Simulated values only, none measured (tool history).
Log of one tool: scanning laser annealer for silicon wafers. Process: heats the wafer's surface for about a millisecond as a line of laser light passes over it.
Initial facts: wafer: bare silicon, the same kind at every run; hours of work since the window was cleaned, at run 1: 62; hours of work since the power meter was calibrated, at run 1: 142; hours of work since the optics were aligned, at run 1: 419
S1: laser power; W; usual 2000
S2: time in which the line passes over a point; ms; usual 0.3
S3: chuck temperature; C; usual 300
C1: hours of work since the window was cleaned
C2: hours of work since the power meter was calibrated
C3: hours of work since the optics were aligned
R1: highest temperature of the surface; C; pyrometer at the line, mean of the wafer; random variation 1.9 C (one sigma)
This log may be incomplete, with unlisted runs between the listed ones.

run,hour,S1,S2,S3,C1,C2,C3,R1
1,0,2000,0.3,300,62,142,419,1112
2,11.1,2000,0.3,300,68,149,425,1116
3,16.5,1879,0.3,300,71,152,428,1062
4,22.6,1879,0.3,300,75,155,432,1057
5,34,1879,0.3,300,81,162,438,1060
6,43.4,2144,0.335,317,87,167,444,1241
# hour 49.3: optics aligned, line set to its width
7,60.5,1971,0.32,300,93,174,6,1117
8,68.7,1702,0.31,323,98,178,11,1005
9,74.5,1781,0.275,300,101,182,14,983
10,83.8,1995,0.213,330,107,187,20,1023

Below are 4 alternative next runs, each starting from the tool's condition after run 10. Predict each:
A,92.7,2000,0.3,323,112,192,25,?
B,92.7,1722,0.268,315,112,192,25,?
C,92.7,1797,0.213,330,112,192,25,?
D,92.7,2178,0.3,292,112,192,25,?

run,R1
A,1130
B,967
C,947
D,1180
What these runs would have given with no unlogged condition in the tool:
run,R1
A,1153
B,986
C,965
D,1206

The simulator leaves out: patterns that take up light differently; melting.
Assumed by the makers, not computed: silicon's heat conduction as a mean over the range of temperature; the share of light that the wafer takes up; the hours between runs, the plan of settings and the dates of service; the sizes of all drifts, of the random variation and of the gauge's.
